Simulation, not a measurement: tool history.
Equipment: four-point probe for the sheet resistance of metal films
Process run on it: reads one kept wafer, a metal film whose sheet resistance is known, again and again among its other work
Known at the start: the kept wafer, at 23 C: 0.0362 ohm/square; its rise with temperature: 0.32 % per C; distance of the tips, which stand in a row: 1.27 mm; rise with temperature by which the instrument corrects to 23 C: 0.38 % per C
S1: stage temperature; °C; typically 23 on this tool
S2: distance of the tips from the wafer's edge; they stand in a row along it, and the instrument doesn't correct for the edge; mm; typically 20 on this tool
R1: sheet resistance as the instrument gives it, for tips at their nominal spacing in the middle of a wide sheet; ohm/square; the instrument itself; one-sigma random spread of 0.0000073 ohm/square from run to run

run	hour	S1	S2	R1
1	0	23	20	0.036489
2	35.8	23	20	0.0365
3	92.6	34	20	0.036248
4	137.3	34	20	0.03625
5	174.7	34	20	0.036264
6	201.9	23	24	0.036495
7	256.5	23	24	0.036507
# hour 262.7: stage's thermometer calibrated
8	303.4	24	24	0.036482
9	351.8	32	20	0.036329
10	407.4	32	20	0.036333
11	432.9	23	20	0.036537
12	484.9	23	20	0.036552
# hour 513.3: stage's thermometer calibrated, once more
13	513.7	22	5	0.037725
14	540.4	26	20	0.036483
15	594.3	30	17	0.036439
16	621.9	21	18	0.036638
17	653.8	29	72	0.036361
18	688.1	29	72	0.036354
19	741.7	31	3	0.039488
20	793.5	21	46	0.036584
21	833.6	21	46	0.036581
22	888.4	23	52	0.036528
23	941.5	20	11	0.036876

Each row is a separate what-if for the run after 23, all from the same tool condition, not one after another. Results?
A	968.5	28	23	?
B	968.5	29	15	?
C	968.5	20	4	?
D	968.5	34	39	?

run	R1
A	0.036484
B	0.036524
C	0.038498
D	0.036306
Without the tool's unlogged condition, the same runs would have read:
run	R1
A	0.036145
B	0.036184
C	0.038142
D	0.035969
